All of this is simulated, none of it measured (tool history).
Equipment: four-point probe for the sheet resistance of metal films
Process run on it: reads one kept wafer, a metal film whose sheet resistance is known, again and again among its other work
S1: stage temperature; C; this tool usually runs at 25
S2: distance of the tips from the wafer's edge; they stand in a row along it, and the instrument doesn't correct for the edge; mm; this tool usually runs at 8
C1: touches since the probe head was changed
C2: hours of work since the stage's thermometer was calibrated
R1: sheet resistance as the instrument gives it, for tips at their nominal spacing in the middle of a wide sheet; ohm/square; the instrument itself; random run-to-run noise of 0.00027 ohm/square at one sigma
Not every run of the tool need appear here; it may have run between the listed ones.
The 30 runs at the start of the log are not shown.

{"run": 31, "hour": 1460.8, "S1": 24, "S2": 23, "C1": 79853, "C2": 372, "R1": 1.351343}
{"run": 32, "hour": 1529.0, "S1": 23, "S2": 7, "C1": 82135, "C2": 408, "R1": 1.355734}
{"run": 33, "hour": 1564.6, "S1": 25, "S2": 12, "C1": 83324, "C2": 427, "R1": 1.350939}
{"run": 34, "hour": 1629.2, "S1": 25, "S2": 12, "C1": 85481, "C2": 460, "R1": 1.351288}
{"run": 35, "hour": 1674.3, "S1": 21, "S2": 8, "C1": 86991, "C2": 484, "R1": 1.357033}
{"run": 36, "hour": 1727.1, "S1": 25, "S2": 12, "C1": 88754, "C2": 511, "R1": 1.351903}
{"run": 37, "hour": 1758.5, "S1": 28, "S2": 27, "C1": 89805, "C2": 528, "R1": 1.348102}
{"run": 38, "hour": 1814.8, "S1": 27, "S2": 8, "C1": 91685, "C2": 557, "R1": 1.35129}
{"run": 39, "hour": 1879.1, "S1": 25, "S2": 69, "C1": 93834, "C2": 591, "R1": 1.35056}
{"run": 40, "hour": 1909.1, "S1": 20, "S2": 19, "C1": 94837, "C2": 606, "R1": 1.356034}

Here are 5 independent what-if runs from the current tool condition. What would each one return?
{"run": "A", "hour": 1979.5, "S1": 30, "S2": 6, "C1": 97189, "C2": 643, "R1": "?"}
{"run": "B", "hour": 1979.5, "S1": 21, "S2": 47, "C1": 97189, "C2": 643, "R1": "?"}
{"run": "C", "hour": 1979.5, "S1": 20, "S2": 41, "C1": 97189, "C2": 643, "R1": "?"}
{"run": "D", "hour": 1979.5, "S1": 25, "S2": 4, "C1": 97189, "C2": 643, "R1": "?"}
{"run": "E", "hour": 1979.5, "S1": 30, "S2": 44, "C1": 97189, "C2": 643, "R1": "?"}

run=A R1=1.351572
run=B R1=1.35521
run=C R1=1.355788
run=D R1=1.361849
run=E R1=1.346284
Take away the tool's hidden state, keep each run's random variation, and the runs would have read:
run=A R1=1.351944
run=B R1=1.355549
run=C R1=1.356124
run=D R1=1.362205
run=E R1=1.346655
